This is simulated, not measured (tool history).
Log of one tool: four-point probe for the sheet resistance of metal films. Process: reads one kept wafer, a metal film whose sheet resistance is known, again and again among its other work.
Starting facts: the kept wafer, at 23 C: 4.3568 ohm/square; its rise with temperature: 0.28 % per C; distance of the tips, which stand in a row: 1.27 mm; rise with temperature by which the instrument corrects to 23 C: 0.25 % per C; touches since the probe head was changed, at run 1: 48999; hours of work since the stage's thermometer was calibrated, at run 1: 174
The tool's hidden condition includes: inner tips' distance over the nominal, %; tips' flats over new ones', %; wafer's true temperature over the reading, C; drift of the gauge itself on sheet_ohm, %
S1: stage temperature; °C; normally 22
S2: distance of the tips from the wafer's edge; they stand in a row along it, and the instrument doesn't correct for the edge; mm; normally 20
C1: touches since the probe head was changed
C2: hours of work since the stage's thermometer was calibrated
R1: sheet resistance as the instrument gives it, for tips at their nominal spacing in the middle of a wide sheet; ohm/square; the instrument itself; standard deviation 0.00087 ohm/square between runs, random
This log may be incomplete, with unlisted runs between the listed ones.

{"run": 1, "hour": 0.0, "S1": 22, "S2": 20, "C1": 48999, "C2": 174, "R1": 4.36439}
{"run": 2, "hour": 49.3, "S1": 22, "S2": 4, "C1": 51133, "C2": 205, "R1": 4.579757}
{"run": 3, "hour": 123.5, "S1": 22, "S2": 20, "C1": 54340, "C2": 253, "R1": 4.365554}
{"run": 4, "hour": 181.6, "S1": 22, "S2": 20, "C1": 56853, "C2": 290, "R1": 4.365644}
{"run": 5, "hour": 221.4, "S1": 22, "S2": 20, "C1": 58574, "C2": 316, "R1": 4.364957}
{"run": 6, "hour": 277.7, "S1": 22, "S2": 20, "C1": 61009, "C2": 352, "R1": 4.366828}
{"run": 7, "hour": 310.4, "S1": 22, "S2": 6, "C1": 62421, "C2": 373, "R1": 4.458635}
{"run": 8, "hour": 363.8, "S1": 22, "S2": 6, "C1": 64731, "C2": 407, "R1": 4.456638}
{"run": 9, "hour": 442.7, "S1": 22, "S2": 6, "C1": 68143, "C2": 457, "R1": 4.457388}
{"run": 10, "hour": 499.4, "S1": 22, "S2": 6, "C1": 70595, "C2": 494, "R1": 4.4573}
{"run": 11, "hour": 573.8, "S1": 32, "S2": 20, "C1": 73812, "C2": 541, "R1": 4.375863}
{"run": 12, "hour": 612.6, "S1": 20, "S2": 20, "C1": 75490, "C2": 566, "R1": 4.362713}
{"run": 13, "hour": 677.8, "S1": 31, "S2": 10, "C1": 78310, "C2": 608, "R1": 4.404507}
{"run": 14, "hour": 741.6, "S1": 31, "S2": 10, "C1": 81068, "C2": 649, "R1": 4.401626}
{"hour": 765.5, "done": "new probe head fitted"}
{"run": 15, "hour": 810.2, "S1": 21, "S2": 7, "C1": 1930, "C2": 692, "R1": 4.430227}
{"run": 16, "hour": 843.9, "S1": 28, "S2": 11, "C1": 3390, "C2": 714, "R1": 4.393329}
{"run": 17, "hour": 907.2, "S1": 24, "S2": 3, "C1": 6124, "C2": 755, "R1": 4.738012}
{"run": 18, "hour": 971.8, "S1": 29, "S2": 6, "C1": 8920, "C2": 796, "R1": 4.466845}
{"run": 19, "hour": 1024.6, "S1": 24, "S2": 23, "C1": 11201, "C2": 830, "R1": 4.364482}
{"run": 20, "hour": 1077.4, "S1": 34, "S2": 6, "C1": 13486, "C2": 864, "R1": 4.472093}
{"run": 21, "hour": 1154.5, "S1": 25, "S2": 36, "C1": 16819, "C2": 913, "R1": 4.361913}
{"run": 22, "hour": 1216.2, "S1": 25, "S2": 36, "C1": 19487, "C2": 953, "R1": 4.361815}

Branching from run 22: 5 alternative next runs. What would each branch give?
{"run": "A", "hour": 1282.0, "S1": 21, "S2": 36, "C1": 22336, "C2": 995, "R1": "?"}
{"run": "B", "hour": 1282.0, "S1": 21, "S2": 3, "C1": 22336, "C2": 995, "R1": "?"}
{"run": "C", "hour": 1282.0, "S1": 19, "S2": 10, "C1": 22336, "C2": 995, "R1": "?"}
{"run": "D", "hour": 1282.0, "S1": 34, "S2": 24, "C1": 22336, "C2": 995, "R1": "?"}
{"run": "E", "hour": 1282.0, "S1": 25, "S2": 7, "C1": 22336, "C2": 995, "R1": "?"}

run=A R1=4.356261
run=B R1=4.73527
run=C R1=4.389782
run=D R1=4.373926
run=E R1=4.432621
Without the tool's unlogged condition, the same runs would have read:
run=A R1=4.356954
run=B R1=4.73602
run=C R1=4.390481
run=D R1=4.374619
run=E R1=4.433324
